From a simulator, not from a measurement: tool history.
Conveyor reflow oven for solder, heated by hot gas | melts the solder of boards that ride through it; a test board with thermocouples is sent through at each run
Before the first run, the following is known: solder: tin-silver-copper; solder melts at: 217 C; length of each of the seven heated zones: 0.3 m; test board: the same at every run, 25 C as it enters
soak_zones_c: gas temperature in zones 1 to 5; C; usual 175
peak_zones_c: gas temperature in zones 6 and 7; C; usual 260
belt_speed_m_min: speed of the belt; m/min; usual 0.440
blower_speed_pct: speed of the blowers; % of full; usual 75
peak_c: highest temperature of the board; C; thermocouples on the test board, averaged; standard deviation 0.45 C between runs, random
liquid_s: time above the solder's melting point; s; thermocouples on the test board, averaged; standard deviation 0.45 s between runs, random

{"run": 1, "hour": 0.0, "soak_zones_c": 175, "peak_zones_c": 260, "belt_speed_m_min": 0.44, "blower_speed_pct": 75, "peak_c": 244.3, "liquid_s": 53.4}
{"run": 2, "hour": 8.6, "soak_zones_c": 172, "peak_zones_c": 260, "belt_speed_m_min": 0.44, "blower_speed_pct": 75, "peak_c": 243.5, "liquid_s": 52.2}
{"run": 3, "hour": 22.2, "soak_zones_c": 172, "peak_zones_c": 260, "belt_speed_m_min": 0.44, "blower_speed_pct": 75, "peak_c": 242.8, "liquid_s": 53.0}
{"run": 4, "hour": 29.3, "soak_zones_c": 175, "peak_zones_c": 260, "belt_speed_m_min": 0.369, "blower_speed_pct": 75, "peak_c": 248.7, "liquid_s": 72.2}
{"run": 5, "hour": 37.6, "soak_zones_c": 175, "peak_zones_c": 260, "belt_speed_m_min": 0.44, "blower_speed_pct": 75, "peak_c": 243.6, "liquid_s": 54.1}
{"run": 6, "hour": 45.3, "soak_zones_c": 175, "peak_zones_c": 267, "belt_speed_m_min": 0.44, "blower_speed_pct": 75, "peak_c": 248.9, "liquid_s": 59.0}
{"run": 7, "hour": 51.6, "soak_zones_c": 175, "peak_zones_c": 267, "belt_speed_m_min": 0.44, "blower_speed_pct": 75, "peak_c": 249.6, "liquid_s": 59.5}
{"run": 8, "hour": 63.1, "soak_zones_c": 175, "peak_zones_c": 267, "belt_speed_m_min": 0.44, "blower_speed_pct": 75, "peak_c": 250.5, "liquid_s": 60.1}
{"run": 9, "hour": 70.2, "soak_zones_c": 175, "peak_zones_c": 267, "belt_speed_m_min": 0.44, "blower_speed_pct": 75, "peak_c": 248.9, "liquid_s": 59.0}
{"run": 10, "hour": 79.7, "soak_zones_c": 175, "peak_zones_c": 267, "belt_speed_m_min": 0.44, "blower_speed_pct": 75, "peak_c": 249.1, "liquid_s": 59.6}
{"run": 11, "hour": 90.2, "soak_zones_c": 175, "peak_zones_c": 260, "belt_speed_m_min": 0.44, "blower_speed_pct": 75, "peak_c": 243.6, "liquid_s": 54.2}
{"run": 12, "hour": 99.8, "soak_zones_c": 175, "peak_zones_c": 260, "belt_speed_m_min": 0.44, "blower_speed_pct": 75, "peak_c": 243.4, "liquid_s": 52.9}
{"run": 13, "hour": 114.7, "soak_zones_c": 175, "peak_zones_c": 260, "belt_speed_m_min": 0.44, "blower_speed_pct": 75, "peak_c": 242.8, "liquid_s": 53.1}
{"hour": 119.6, "done": "belt drive overhauled, speed set with a stopwatch"}
{"run": 14, "hour": 126.2, "soak_zones_c": 175, "peak_zones_c": 260, "belt_speed_m_min": 0.44, "blower_speed_pct": 63, "peak_c": 240.3, "liquid_s": 49.6}
{"run": 15, "hour": 137.9, "soak_zones_c": 175, "peak_zones_c": 260, "belt_speed_m_min": 0.44, "blower_speed_pct": 63, "peak_c": 240.4, "liquid_s": 48.8}
{"run": 16, "hour": 150.5, "soak_zones_c": 175, "peak_zones_c": 260, "belt_speed_m_min": 0.44, "blower_speed_pct": 63, "peak_c": 241.2, "liquid_s": 49.1}
{"hour": 157.5, "done": "belt drive overhauled, speed set with a stopwatch, once more"}
{"run": 17, "hour": 167.7, "soak_zones_c": 175, "peak_zones_c": 260, "belt_speed_m_min": 0.44, "blower_speed_pct": 63, "peak_c": 240.7, "liquid_s": 48.9}
{"run": 18, "hour": 177.3, "soak_zones_c": 175, "peak_zones_c": 260, "belt_speed_m_min": 0.44, "blower_speed_pct": 63, "peak_c": 240.3, "liquid_s": 48.4}
{"run": 19, "hour": 187.7, "soak_zones_c": 169, "peak_zones_c": 256, "belt_speed_m_min": 0.36, "blower_speed_pct": 58, "peak_c": 241.3, "liquid_s": 60.2}
{"run": 20, "hour": 199.7, "soak_zones_c": 175, "peak_zones_c": 260, "belt_speed_m_min": 0.43, "blower_speed_pct": 75, "peak_c": 242.9, "liquid_s": 55.7}
{"run": 21, "hour": 210.4, "soak_zones_c": 175, "peak_zones_c": 260, "belt_speed_m_min": 0.43, "blower_speed_pct": 75, "peak_c": 243.4, "liquid_s": 55.6}
{"run": 22, "hour": 217.7, "soak_zones_c": 175, "peak_zones_c": 260, "belt_speed_m_min": 0.43, "blower_speed_pct": 75, "peak_c": 243.1, "liquid_s": 55.2}
{"run": 23, "hour": 229.5, "soak_zones_c": 175, "peak_zones_c": 260, "belt_speed_m_min": 0.43, "blower_speed_pct": 75, "peak_c": 243.3, "liquid_s": 55.3}
{"run": 24, "hour": 236.4, "soak_zones_c": 175, "peak_zones_c": 274, "belt_speed_m_min": 0.44, "blower_speed_pct": 85, "peak_c": 257.0, "liquid_s": 63.9}

Run 25 is up next; what results do you expect?
{"run": 25, "hour": 250.0, "soak_zones_c": 175, "peak_zones_c": 274, "belt_speed_m_min": 0.44, "blower_speed_pct": 85, "peak_c": "?", "liquid_s": "?"}

Run 25 measured peak_c 256.5 C, liquid_s 63.9 s.
With the hidden condition absent and the run-to-run variation left alone, this run would have shown peak_c 258.5 C, liquid_s 65.4 s.

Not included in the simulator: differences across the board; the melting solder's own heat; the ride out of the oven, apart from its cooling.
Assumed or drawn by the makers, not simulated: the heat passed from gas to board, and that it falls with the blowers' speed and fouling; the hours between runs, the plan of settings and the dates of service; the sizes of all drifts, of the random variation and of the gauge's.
